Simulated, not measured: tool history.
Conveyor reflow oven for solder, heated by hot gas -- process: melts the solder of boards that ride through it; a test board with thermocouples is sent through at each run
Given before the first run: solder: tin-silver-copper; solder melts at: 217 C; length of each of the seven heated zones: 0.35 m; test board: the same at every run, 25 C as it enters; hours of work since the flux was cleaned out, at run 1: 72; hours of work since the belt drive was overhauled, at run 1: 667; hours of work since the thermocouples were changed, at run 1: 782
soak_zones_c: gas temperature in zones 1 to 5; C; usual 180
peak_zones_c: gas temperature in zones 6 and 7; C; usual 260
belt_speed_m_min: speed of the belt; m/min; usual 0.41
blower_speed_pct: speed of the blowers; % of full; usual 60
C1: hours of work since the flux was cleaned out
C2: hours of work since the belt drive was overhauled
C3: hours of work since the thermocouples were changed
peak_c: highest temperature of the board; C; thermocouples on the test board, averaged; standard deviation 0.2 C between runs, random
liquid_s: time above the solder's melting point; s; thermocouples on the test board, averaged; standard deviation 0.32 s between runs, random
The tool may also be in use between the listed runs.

run 1 day=0 | soak_zones_c=180 peak_zones_c=260 belt_speed_m_min=0.41 blower_speed_pct=60 | C1=72 C2=667 C3=782 | peak_c=247.9 liquid_s=76.3
run 2 day=2.017 | soak_zones_c=180 peak_zones_c=260 belt_speed_m_min=0.41 blower_speed_pct=60 | C1=102 C2=697 C3=812 | peak_c=247.8 liquid_s=76.4
run 3 day=5.171 | soak_zones_c=184 peak_zones_c=260 belt_speed_m_min=0.41 blower_speed_pct=60 | C1=149 C2=745 C3=859 | peak_c=248.5 liquid_s=79.4
run 4 day=6.762 | soak_zones_c=184 peak_zones_c=260 belt_speed_m_min=0.41 blower_speed_pct=60 | C1=173 C2=768 C3=883 | peak_c=248.3 liquid_s=79
-- day=7.183 flux residue cleaned out of gas plates and filters
-- day=8.192 thermocouples of zones 6 and 7 changed
run 5 day=10.321 | soak_zones_c=184 peak_zones_c=260 belt_speed_m_min=0.41 blower_speed_pct=60 | C1=46 C2=817 C3=32 | peak_c=248.1 liquid_s=79.3
run 6 day=12.183 | soak_zones_c=180 peak_zones_c=260 belt_speed_m_min=0.41 blower_speed_pct=60 | C1=74 C2=845 C3=60 | peak_c=247.6 liquid_s=76
run 7 day=14.112 | soak_zones_c=180 peak_zones_c=260 belt_speed_m_min=0.41 blower_speed_pct=60 | C1=103 C2=874 C3=89 | peak_c=247.5 liquid_s=76
run 8 day=17.296 | soak_zones_c=180 peak_zones_c=260 belt_speed_m_min=0.41 blower_speed_pct=60 | C1=150 C2=922 C3=136 | peak_c=247.8 liquid_s=76.2
-- day=19.379 flux residue cleaned out of gas plates and filters
run 9 day=20.75 | soak_zones_c=180 peak_zones_c=260 belt_speed_m_min=0.41 blower_speed_pct=60 | C1=21 C2=970 C3=185 | peak_c=247.9 liquid_s=76.3
run 10 day=22.679 | soak_zones_c=180 peak_zones_c=260 belt_speed_m_min=0.41 blower_speed_pct=60 | C1=49 C2=999 C3=214 | peak_c=247.6 liquid_s=76.2
run 11 day=24.425 | soak_zones_c=180 peak_zones_c=260 belt_speed_m_min=0.41 blower_speed_pct=60 | C1=76 C2=1026 C3=240 | peak_c=247.6 liquid_s=76.3
-- day=25.412 belt drive overhauled, speed set with a stopwatch
run 12 day=27.762 | soak_zones_c=180 peak_zones_c=260 belt_speed_m_min=0.41 blower_speed_pct=60 | C1=123 C2=35 C3=288 | peak_c=248 liquid_s=76.4
run 13 day=29.954 | soak_zones_c=178 peak_zones_c=256 belt_speed_m_min=0.343 blower_speed_pct=60 | C1=156 C2=68 C3=320 | peak_c=247.9 liquid_s=93.1
-- day=31.633 flux residue cleaned out of gas plates and filters
run 14 day=32.092 | soak_zones_c=180 peak_zones_c=252 belt_speed_m_min=0.469 blower_speed_pct=60 | C1=7 C2=97 C3=349 | peak_c=237.1 liquid_s=53
run 15 day=34.258 | soak_zones_c=180 peak_zones_c=252 belt_speed_m_min=0.469 blower_speed_pct=60 | C1=39 C2=129 C3=382 | peak_c=237.2 liquid_s=52.5
run 16 day=37.654 | soak_zones_c=166 peak_zones_c=270 belt_speed_m_min=0.469 blower_speed_pct=60 | C1=90 C2=180 C3=433 | peak_c=249.6 liquid_s=60.4
run 17 day=39.292 | soak_zones_c=191 peak_zones_c=263 belt_speed_m_min=0.489 blower_speed_pct=81 | C1=115 C2=205 C3=457 | peak_c=250.1 liquid_s=71.3
run 18 day=40.912 | soak_zones_c=191 peak_zones_c=263 belt_speed_m_min=0.489 blower_speed_pct=81 | C1=139 C2=229 C3=481 | peak_c=250.7 liquid_s=71.1
run 19 day=42.771 | soak_zones_c=180 peak_zones_c=251 belt_speed_m_min=0.377 blower_speed_pct=57 | C1=167 C2=257 C3=509 | peak_c=241.2 liquid_s=76.1
-- day=43.567 flux residue cleaned out of gas plates and filters
run 20 day=44.992 | soak_zones_c=183 peak_zones_c=260 belt_speed_m_min=0.41 blower_speed_pct=53 | C1=21 C2=287 C3=539 | peak_c=247 liquid_s=76.6
run 21 day=46.762 | soak_zones_c=169 peak_zones_c=268 belt_speed_m_min=0.41 blower_speed_pct=60 | C1=48 C2=314 C3=566 | peak_c=253.2 liquid_s=76.2
run 22 day=48.558 | soak_zones_c=167 peak_zones_c=270 belt_speed_m_min=0.41 blower_speed_pct=63 | C1=75 C2=341 C3=593 | peak_c=254.9 liquid_s=76.6
run 23 day=51.662 | soak_zones_c=167 peak_zones_c=270 belt_speed_m_min=0.396 blower_speed_pct=63 | C1=121 C2=387 C3=639 | peak_c=256.3 liquid_s=81.2
run 24 day=54.7 | soak_zones_c=167 peak_zones_c=270 belt_speed_m_min=0.396 blower_speed_pct=63 | C1=167 C2=433 C3=685 | peak_c=256.4 liquid_s=81.2

Predict each of these 4 candidate next runs independently; none follows another, all start after run 24:
-- day=55.488 flux residue cleaned out of gas plates and filters
run A day=57.462 | soak_zones_c=180 peak_zones_c=254 belt_speed_m_min=0.41 blower_speed_pct=60 | C1=30 C2=471 C3=723 | peak_c=? liquid_s=?
-- day=55.488 flux residue cleaned out of gas plates and filters
run B day=57.462 | soak_zones_c=167 peak_zones_c=271 belt_speed_m_min=0.396 blower_speed_pct=76 | C1=30 C2=471 C3=723 | peak_c=? liquid_s=?
-- day=55.488 flux residue cleaned out of gas plates and filters
run C day=57.462 | soak_zones_c=180 peak_zones_c=269 belt_speed_m_min=0.41 blower_speed_pct=81 | C1=30 C2=471 C3=723 | peak_c=? liquid_s=?
-- day=55.488 flux residue cleaned out of gas plates and filters
run D day=57.462 | soak_zones_c=191 peak_zones_c=266 belt_speed_m_min=0.41 blower_speed_pct=78 | C1=30 C2=471 C3=723 | peak_c=? liquid_s=?

run=A peak_c=242.7 liquid_s=69.8
run=B peak_c=259.1 liquid_s=84.2
run=C peak_c=258.8 liquid_s=86.6
run=D peak_c=257 liquid_s=91.3
Take away the tool's hidden state, keep each run's random variation, and the runs would have read:
run=A peak_c=242.6 liquid_s=69.6
run=B peak_c=259 liquid_s=84
run=C peak_c=258.7 liquid_s=86.5
run=D peak_c=256.9 liquid_s=91.2
